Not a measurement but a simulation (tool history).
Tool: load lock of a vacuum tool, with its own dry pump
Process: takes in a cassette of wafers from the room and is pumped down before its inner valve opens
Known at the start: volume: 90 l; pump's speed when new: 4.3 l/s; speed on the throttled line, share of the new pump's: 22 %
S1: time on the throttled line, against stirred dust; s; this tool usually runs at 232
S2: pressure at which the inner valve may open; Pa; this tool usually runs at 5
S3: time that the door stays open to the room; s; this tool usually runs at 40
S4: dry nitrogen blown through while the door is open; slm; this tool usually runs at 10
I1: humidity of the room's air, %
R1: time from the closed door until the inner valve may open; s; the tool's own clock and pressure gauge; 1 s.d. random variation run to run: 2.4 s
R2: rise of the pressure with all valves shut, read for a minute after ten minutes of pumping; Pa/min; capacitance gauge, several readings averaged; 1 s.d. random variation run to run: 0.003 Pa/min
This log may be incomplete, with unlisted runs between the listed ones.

run 1 hour=0 | S1=232 S2=5 S3=40 S4=10 | I1=43.4 | R1=425.8 R2=0.174
run 2 hour=143.8 | S1=232 S2=5 S3=40 S4=10 | I1=40.8 | R1=422.4 R2=0.182
run 3 hour=312.6 | S1=232 S2=5 S3=40 S4=10 | I1=45.9 | R1=423.2 R2=0.192
run 4 hour=576 | S1=232 S2=5 S3=40 S4=10 | I1=38.9 | R1=422.4 R2=0.191
run 5 hour=731.1 | S1=232 S2=5 S3=40 S4=10 | I1=44 | R1=421.9 R2=0.215
run 6 hour=994.9 | S1=232 S2=5 S3=40 S4=10 | I1=47 | R1=421.1 R2=0.232
run 7 hour=1155 | S1=232 S2=5 S3=37 S4=10 | I1=47.3 | R1=419.6 R2=0.231
run 8 hour=1411.3 | S1=232 S2=5 S3=203 S4=10 | I1=43.3 | R1=420.8 R2=0.264
run 9 hour=1602.4 | S1=232 S2=5 S3=203 S4=10 | I1=42.3 | R1=421.9 R2=0.283
run 10 hour=1871.4 | S1=345 S2=5 S3=40 S4=10 | I1=45.6 | R1=503.6 R2=0.278
run 11 hour=2154.5 | S1=232 S2=5 S3=132 S4=10 | I1=43.9 | R1=424.8 R2=0.305
run 12 hour=2438.4 | S1=409 S2=5 S3=132 S4=10 | I1=45.1 | R1=553.2 R2=0.326
run 13 hour=2706.5 | S1=409 S2=5 S3=132 S4=10 | I1=43.5 | R1=559.2 R2=0.345
run 14 hour=2831.9 | S1=409 S2=5 S3=132 S4=10 | I1=43.4 | R1=558 R2=0.364
run 15 hour=3048.2 | S1=432 S2=7 S3=149 S4=9 | I1=44.5 | R1=561.3 R2=0.37
run 16 hour=3219.8 | S1=232 S2=4 S3=40 S4=31 | I1=45.5 | R1=437.7 R2=0.363
run 17 hour=3486.2 | S1=232 S2=4 S3=40 S4=31 | I1=42.3 | R1=434 R2=0.38
run 18 hour=3627.5 | S1=183 S2=6 S3=26 S4=14 | I1=41.9 | R1=390 R2=0.397
run 19 hour=3767.6 | S1=203 S2=9 S3=26 S4=10 | I1=45.1 | R1=386.3 R2=0.418
run 20 hour=3938.1 | S1=203 S2=9 S3=26 S4=10 | I1=45.5 | R1=389.8 R2=0.432
run 21 hour=4225 | S1=203 S2=9 S3=156 S4=33 | I1=46 | R1=391.7 R2=0.455
run 22 hour=4462.5 | S1=203 S2=9 S3=156 S4=33 | I1=42.9 | R1=395.4 R2=0.475
run 23 hour=4582.8 | S1=203 S2=9 S3=156 S4=33 | I1=47.5 | R1=393.1 R2=0.491
run 24 hour=4862.1 | S1=203 S2=9 S3=29 S4=26 | I1=43 | R1=390.7 R2=0.508
run 25 hour=5069.4 | S1=257 S2=5 S3=40 S4=10 | I1=46.6 | R1=450 R2=0.539

Alternative continuations, all from the tool just after run 25; predict every row:
run A hour=5189.6 | S1=275 S2=5 S3=40 S4=5 | I1=42.7 | R1=? R2=?
run B hour=5189.6 | S1=196 S2=6 S3=207 S4=10 | I1=46.6 | R1=? R2=?
run C hour=5189.6 | S1=415 S2=5 S3=206 S4=6 | I1=48.3 | R1=? R2=?
run D hour=5189.6 | S1=232 S2=9 S3=40 S4=10 | I1=46 | R1=? R2=?
run E hour=5189.6 | S1=389 S2=5 S3=40 S4=10 | I1=45.6 | R1=? R2=?

run=A R1=463.4 R2=0.55
run=B R1=399.3 R2=0.564
run=C R1=574.7 R2=0.565
run=D R1=415.8 R2=0.539
run=E R1=551.8 R2=0.545
Stripped of hidden state, with their random variation kept, the same runs would have yielded:
run=A R1=426.3 R2=0.025
run=B R1=359.9 R2=0.038
run=C R1=544.1 R2=0.042
run=D R1=380.8 R2=0.017
run=E R1=520.3 R2=0.014
